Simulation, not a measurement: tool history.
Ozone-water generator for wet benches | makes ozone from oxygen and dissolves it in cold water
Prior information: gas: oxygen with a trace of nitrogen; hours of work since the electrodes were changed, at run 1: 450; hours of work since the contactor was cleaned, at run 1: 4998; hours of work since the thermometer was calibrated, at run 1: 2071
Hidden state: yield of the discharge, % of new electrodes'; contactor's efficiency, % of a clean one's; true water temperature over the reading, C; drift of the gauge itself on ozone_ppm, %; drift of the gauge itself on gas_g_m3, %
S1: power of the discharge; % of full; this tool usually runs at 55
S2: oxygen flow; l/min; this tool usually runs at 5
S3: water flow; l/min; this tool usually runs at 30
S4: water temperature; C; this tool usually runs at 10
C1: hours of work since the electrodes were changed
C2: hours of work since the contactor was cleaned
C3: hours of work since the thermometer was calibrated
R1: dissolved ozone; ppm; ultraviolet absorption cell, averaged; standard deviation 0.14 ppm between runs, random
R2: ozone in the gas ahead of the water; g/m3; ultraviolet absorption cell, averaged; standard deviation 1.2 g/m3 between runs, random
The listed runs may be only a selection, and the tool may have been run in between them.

Run 1, hour 0: usual settings; C1 450; C2 4998; C3 2071. Result: R1 15.1 ppm, R2 208 g/m3.
Run 2, hour 41.4: usual settings; C1 477; C2 5025; C3 2098. Result: R1 15.3 ppm, R2 208.6 g/m3.
Run 3, hour 87.1: usual settings but S1 61 % of full; C1 507; C2 5055; C3 2128. Result: R1 16.4 ppm, R2 223.7 g/m3.
Run 4, hour 140.8: usual settings; C1 543; C2 5090; C3 2164. Result: R1 15.3 ppm, R2 208.9 g/m3.
Run 5, hour 183.8: usual settings; C1 571; C2 5118; C3 2192. Result: R1 15.5 ppm, R2 204.7 g/m3.
Run 6, hour 206.3: usual settings; C1 586; C2 5133; C3 2207. Result: R1 15.4 ppm, R2 210.1 g/m3.
Run 7, hour 249.4: usual settings; C1 614; C2 5161; C3 2235. Result: R1 15.2 ppm, R2 208 g/m3.
Run 8, hour 291.1: usual settings; C1 641; C2 5188; C3 2262. Result: R1 15.2 ppm, R2 207.9 g/m3.
Run 9, hour 327.7: usual settings but S1 51 % of full; C1 665; C2 5212; C3 2286. Result: R1 14.5 ppm, R2 199 g/m3.
Run 10, hour 376.1: usual settings but S1 51 % of full; C1 697; C2 5244; C3 2318. Result: R1 14.2 ppm, R2 194.1 g/m3.
Run 11, hour 423.3: usual settings but S1 51 % of full; C1 728; C2 5275; C3 2349. Result: R1 14.3 ppm, R2 196.5 g/m3.
Run 12, hour 456.8: usual settings but S1 51 % of full; C1 750; C2 5297; C3 2371. Result: R1 14.4 ppm, R2 195.3 g/m3.
Run 13, hour 500.7: usual settings but S1 51 % of full; C1 779; C2 5326; C3 2400. Result: R1 14.2 ppm, R2 194.4 g/m3.
Run 14, hour 538.9: usual settings; C1 804; C2 5351; C3 2425. Result: R1 15.2 ppm, R2 205.1 g/m3.
Run 15, hour 585.6: usual settings; C1 834; C2 5381; C3 2455. Result: R1 15.2 ppm, R2 208.8 g/m3.
Run 16, hour 624.4: usual settings but S1 82 % of full; C1 860; C2 5407; C3 2481. Result: R1 20.7 ppm, R2 284.2 g/m3.
Run 17, hour 653.9: usual settings; C1 879; C2 5426; C3 2500. Result: R1 15 ppm, R2 205.7 g/m3.
Run 18, hour 707.5: usual settings but S2 3.91 l/min, S3 33 l/min; C1 914; C2 5461; C3 2535. Result: R1 13.4 ppm, R2 240.4 g/m3.
Run 19, hour 741.1: usual settings but S1 79 % of full, S2 6.89 l/min, S3 19 l/min, S4 6 C; C1 936; C2 5483; C3 2557. Result: R1 32 ppm, R2 230.4 g/m3.
Run 20, hour 794.4: usual settings but S3 38 l/min, S4 13 C; C1 971; C2 5518; C3 2592. Result: R1 11.5 ppm, R2 206.8 g/m3.
Run 21, hour 839.3: usual settings but S2 3.69 l/min, S3 38 l/min; C1 1001; C2 5548; C3 2622. Result: R1 11.3 ppm, R2 245.5 g/m3.
Run 22, hour 892.1: usual settings but S1 96 % of full, S2 6.74 l/min, S3 23 l/min; C1 1035; C2 5582; C3 2656. Result: R1 30.5 ppm, R2 268.4 g/m3.
Run 23, hour 941.3: usual settings but S1 88 % of full, S2 2.94 l/min, S4 9 C; C1 1068; C2 5615; C3 2688. Result: R1 20.2 ppm, R2 409 g/m3.
Run 24, hour 974.2: usual settings but S1 88 % of full, S2 2.94 l/min, S4 9 C; C1 1089; C2 5636; C3 2710. Result: R1 19.7 ppm, R2 408.8 g/m3.
Run 25, hour 997.3: usual settings but S1 87 % of full, S2 2.81 l/min, S3 28 l/min, S4 7 C; C1 1104; C2 5651; C3 2725. Result: R1 21.2 ppm, R2 412.2 g/m3.
Run 26, hour 1043.1: usual settings but S1 89 % of full, S2 8.53 l/min, S3 48 l/min, S4 9 C; C1 1134; C2 5681; C3 2755. Result: R1 14.8 ppm, R2 218.6 g/m3.
Run 27, hour 1079.7: usual settings but S2 4.28 l/min, S3 42 l/min, S4 5 C; C1 1158; C2 5705; C3 2779. Result: R1 10.5 ppm, R2 227 g/m3.
Run 28, hour 1131.5: usual settings but S1 57 % of full, S2 4.15 l/min, S3 36 l/min, S4 6 C; C1 1192; C2 5739; C3 2813. Result: R1 12.7 ppm, R2 237.8 g/m3.
Run 29, hour 1168.1: usual settings but S1 62 % of full, S2 6.71 l/min, S3 27 l/min, S4 9 C; C1 1216; C2 5763; C3 2837. Result: R1 18.8 ppm, R2 189.7 g/m3.
Run 30, hour 1217.7: usual settings but S1 48 % of full, S2 7.33 l/min, S3 27 l/min, S4 9 C; C1 1249; C2 5796; C3 2870. Result: R1 15.5 ppm, R2 148.1 g/m3.
Run 31, hour 1244: usual settings but S1 70 % of full, S2 2.58 l/min, S3 21 l/min, S4 13 C; C1 1266; C2 5813; C3 2887. Result: R1 22.9 ppm, R2 365.6 g/m3.
Run 32, hour 1291.1: usual settings but S1 70 % of full, S2 2.58 l/min, S3 21 l/min, S4 13 C; C1 1297; C2 5844; C3 2918. Result: R1 22.9 ppm, R2 366.1 g/m3.
Run 33, hour 1334.3: usual settings but S1 89 % of full, S2 2.58 l/min, S3 20 l/min, S4 13 C; C1 1325; C2 5872; C3 2946. Result: R1 28.8 ppm, R2 437.9 g/m3.

How would selected steps in R1 from run to run divide? Give the signed amount a tool lacking its hidden state would still show from settings, what came in and random variation, and the signed amount left for the hidden state, including any gauge scatter that is not in both of the compared results.
Run 18 -> 19: S1 55 -> 79, S2 3.91 -> 6.89, S3 33 -> 19, S4 10 -> 6. R1 +18.6 ppm: hidden state -1.6, all else +20.2.
Run 19 -> 20: S1 79 -> 55, S2 6.89 -> 5, S3 19 -> 38, S4 6 -> 13. R1 -20.5 ppm: hidden state +1.7, all else -22.2.
Run 21 -> 22: S1 55 -> 96, S2 3.69 -> 6.74, S3 38 -> 23. R1 +19.2 ppm: hidden state -1.8, all else +21.
